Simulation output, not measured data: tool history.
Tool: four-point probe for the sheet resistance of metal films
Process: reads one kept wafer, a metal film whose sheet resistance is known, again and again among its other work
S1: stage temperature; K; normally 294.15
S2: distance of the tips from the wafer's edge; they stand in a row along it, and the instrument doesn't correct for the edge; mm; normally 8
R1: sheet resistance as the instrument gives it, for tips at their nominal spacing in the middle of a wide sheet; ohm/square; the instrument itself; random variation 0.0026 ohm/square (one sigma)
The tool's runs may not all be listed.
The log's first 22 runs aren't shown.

| run | hour | S1 | S2 | R1 |
|---|---|---|---|---|
| 23 | 2034.8 | 301.15 | 30 | 12.904479 |
| 24 | 2151 | 295.15 | 4 | 13.050575 |
| 25 | 2203.9 | 298.15 | 7 | 12.947934 |
|  | 2212.9 | stage's thermometer calibrated |
| 26 | 2298 | 298.15 | 7 | 12.947278 |
| 27 | 2396.5 | 294.15 | 37 | 12.876969 |
| 28 | 2473.9 | 303.15 | 47 | 12.920065 |
| 29 | 2575.7 | 298.15 | 59 | 12.898082 |
| 30 | 2685 | 296.15 | 56 | 12.889173 |
| 31 | 2808.7 | 296.15 | 56 | 12.897507 |
| 32 | 2918.2 | 292.15 | 15 | 12.897848 |
|  | 2952.6 | stage's thermometer calibrated, once more |
| 33 | 2993.7 | 300.15 | 43 | 12.93945 |
| 34 | 3098.7 | 291.15 | 4 | 13.082729 |
| 35 | 3150.7 | 297.15 | 17 | 12.941799 |

Each row is a separate what-if for the run after 35, all from the same tool condition, not one after another. Results?
| A | 3248.5 | 292.15 | 14 | ? |
| B | 3248.5 | 292.15 | 17 | ? |
| C | 3248.5 | 299.15 | 43 | ? |
| D | 3248.5 | 298.15 | 3 | ? |

| run | R1 |
|---|---|
| A | 12.928691 |
| B | 12.932419 |
| C | 12.949154 |
| D | 13.252828 |
With no hidden state in the tool, these same runs would have given:
| run | R1 |
|---|---|
| A | 12.831333 |
| B | 12.83503 |
| C | 12.851618 |
| D | 13.153194 |

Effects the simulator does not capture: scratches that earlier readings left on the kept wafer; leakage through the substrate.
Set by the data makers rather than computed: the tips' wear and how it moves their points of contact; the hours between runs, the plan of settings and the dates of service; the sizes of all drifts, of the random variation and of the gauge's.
